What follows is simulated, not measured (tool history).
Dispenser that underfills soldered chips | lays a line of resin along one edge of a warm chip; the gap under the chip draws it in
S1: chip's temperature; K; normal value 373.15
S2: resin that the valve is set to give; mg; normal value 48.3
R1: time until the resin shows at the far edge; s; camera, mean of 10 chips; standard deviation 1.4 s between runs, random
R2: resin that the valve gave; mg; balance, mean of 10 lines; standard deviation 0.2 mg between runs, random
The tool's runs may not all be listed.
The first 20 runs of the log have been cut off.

{"hour": 137.1, "done": "new syringe of resin"}
{"run": 21, "hour": 141.7, "S1": 380.15, "S2": 48.3, "R1": 129.6, "R2": 44}
{"hour": 150.3, "done": "new syringe of resin"}
{"run": 22, "hour": 151.3, "S1": 384.15, "S2": 48.3, "R1": 97.4, "R2": 43.58}
{"hour": 153.5, "done": "dispensing valve cleaned and set on the balance"}
{"run": 23, "hour": 160.2, "S1": 367.15, "S2": 51.5, "R1": 238.2, "R2": 51.12}
{"hour": 164.2, "done": "new syringe of resin"}
{"run": 24, "hour": 168.9, "S1": 367.15, "S2": 51.5, "R1": 202.9, "R2": 50.99}
{"run": 25, "hour": 173.0, "S1": 370.15, "S2": 54.6, "R1": 213, "R2": 53.89}
{"hour": 176.8, "done": "new syringe of resin"}
{"run": 26, "hour": 182.1, "S1": 370.15, "S2": 54.6, "R1": 180.7, "R2": 53.59}
{"hour": 189.7, "done": "new syringe of resin"}
{"run": 27, "hour": 189.7, "S1": 370.15, "S2": 54.6, "R1": 143.5, "R2": 52.81}
{"run": 28, "hour": 194.6, "S1": 369.15, "S2": 44.2, "R1": 190.3, "R2": 42.68}
{"run": 29, "hour": 200.2, "S1": 369.15, "S2": 44.2, "R1": 237.1, "R2": 42.74}
{"hour": 202.9, "done": "new syringe of resin"}
{"run": 30, "hour": 207.7, "S1": 363.15, "S2": 55.6, "R1": 231.4, "R2": 53.62}
{"run": 31, "hour": 212.7, "S1": 363.15, "S2": 55.6, "R1": 285.6, "R2": 53.67}
{"hour": 215.9, "done": "new syringe of resin"}
{"run": 32, "hour": 217.6, "S1": 363.15, "S2": 55.6, "R1": 200.5, "R2": 53.36}
{"run": 33, "hour": 227.4, "S1": 370.15, "S2": 42, "R1": 246.2, "R2": 39.94}
{"hour": 228.5, "done": "new syringe of resin"}
{"run": 34, "hour": 236.1, "S1": 382.15, "S2": 44.7, "R1": 132.7, "R2": 42.41}

3 ways to go on from here, each from the tool as it stands after run 34. What would each give?
{"hour": 241.1, "done": "new syringe of resin"}
{"run": "A", "hour": 245.9, "S1": 368.15, "S2": 52.2, "R1": "?", "R2": "?"}
{"hour": 241.1, "done": "new syringe of resin"}
{"run": "B", "hour": 245.9, "S1": 377.15, "S2": 44.7, "R1": "?", "R2": "?"}
{"hour": 241.1, "done": "new syringe of resin"}
{"run": "C", "hour": 245.9, "S1": 374.15, "S2": 47.4, "R1": "?", "R2": "?"}

run=A R1=191 R2=49.77
run=B R1=141.3 R2=42.38
run=C R1=158.2 R2=44.26
Without the tool's unlogged condition, the same runs would have read:
run=A R1=166 R2=52.96
run=B R1=121.3 R2=45.09
run=C R1=136.6 R2=47.1

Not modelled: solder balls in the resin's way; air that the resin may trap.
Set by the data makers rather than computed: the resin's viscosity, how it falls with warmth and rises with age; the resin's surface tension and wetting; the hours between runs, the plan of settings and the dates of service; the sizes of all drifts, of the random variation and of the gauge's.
